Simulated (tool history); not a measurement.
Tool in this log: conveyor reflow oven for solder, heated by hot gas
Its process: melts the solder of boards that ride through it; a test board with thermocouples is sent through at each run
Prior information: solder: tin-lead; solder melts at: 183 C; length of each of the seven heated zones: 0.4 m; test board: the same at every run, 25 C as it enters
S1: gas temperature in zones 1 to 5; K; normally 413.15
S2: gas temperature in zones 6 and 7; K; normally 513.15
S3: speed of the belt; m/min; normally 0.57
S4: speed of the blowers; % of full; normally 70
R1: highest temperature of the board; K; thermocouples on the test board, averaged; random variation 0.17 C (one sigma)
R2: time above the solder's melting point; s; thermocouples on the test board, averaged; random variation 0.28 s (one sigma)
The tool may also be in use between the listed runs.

| run | hour | S1 | S2 | S3 | S4 | R1 | R2 |
|---|---|---|---|---|---|---|---|
| 1 | 0 | 413.15 | 513.15 | 0.57 | 70 | 500.85 | 72.5 |
| 2 | 14.3 | 413.15 | 513.15 | 0.57 | 70 | 500.95 | 72 |
| 3 | 37.8 | 426.15 | 513.15 | 0.57 | 70 | 503.05 | 78.9 |
| 4 | 52.7 | 400.15 | 513.15 | 0.57 | 70 | 499.25 | 67 |
| 5 | 69.5 | 400.15 | 513.15 | 0.57 | 63 | 496.65 | 65.5 |
| 6 | 84.2 | 413.15 | 513.15 | 0.57 | 70 | 500.95 | 72.8 |
| 7 | 97.7 | 413.15 | 528.15 | 0.607 | 54 | 506.35 | 70.8 |
| 8 | 115.5 | 413.15 | 516.15 | 0.499 | 69 | 506.85 | 87 |
| 9 | 128.1 | 413.15 | 507.15 | 0.499 | 55 | 494.95 | 78.2 |
| 10 | 145.8 | 409.15 | 507.15 | 0.637 | 55 | 485.85 | 51.2 |
| 11 | 163.6 | 409.15 | 507.15 | 0.637 | 55 | 486.15 | 51.4 |

5 options for the next run, each taken on its own from the tool as it stands now. Forecast them:
| A | 175.9 | 404.15 | 504.15 | 0.57 | 70 | ? | ? |
| B | 175.9 | 414.15 | 513.15 | 0.58 | 70 | ? | ? |
| C | 175.9 | 415.15 | 505.15 | 0.57 | 77 | ? | ? |
| D | 175.9 | 411.15 | 522.15 | 0.637 | 79 | ? | ? |
| E | 175.9 | 413.15 | 513.15 | 0.57 | 72 | ? | ? |

| run | R1 | R2 |
|---|---|---|
| A | 491.45 | 63 |
| B | 500.65 | 71.6 |
| C | 495.65 | 70.2 |
| D | 507.95 | 67.9 |
| E | 501.45 | 72.8 |
What these runs would have given with no unlogged condition in the tool:
| run | R1 | R2 |
|---|---|---|
| A | 490.55 | 61.9 |
| B | 499.75 | 70.6 |
| C | 494.75 | 69.2 |
| D | 507.15 | 67.1 |
| E | 500.55 | 71.8 |

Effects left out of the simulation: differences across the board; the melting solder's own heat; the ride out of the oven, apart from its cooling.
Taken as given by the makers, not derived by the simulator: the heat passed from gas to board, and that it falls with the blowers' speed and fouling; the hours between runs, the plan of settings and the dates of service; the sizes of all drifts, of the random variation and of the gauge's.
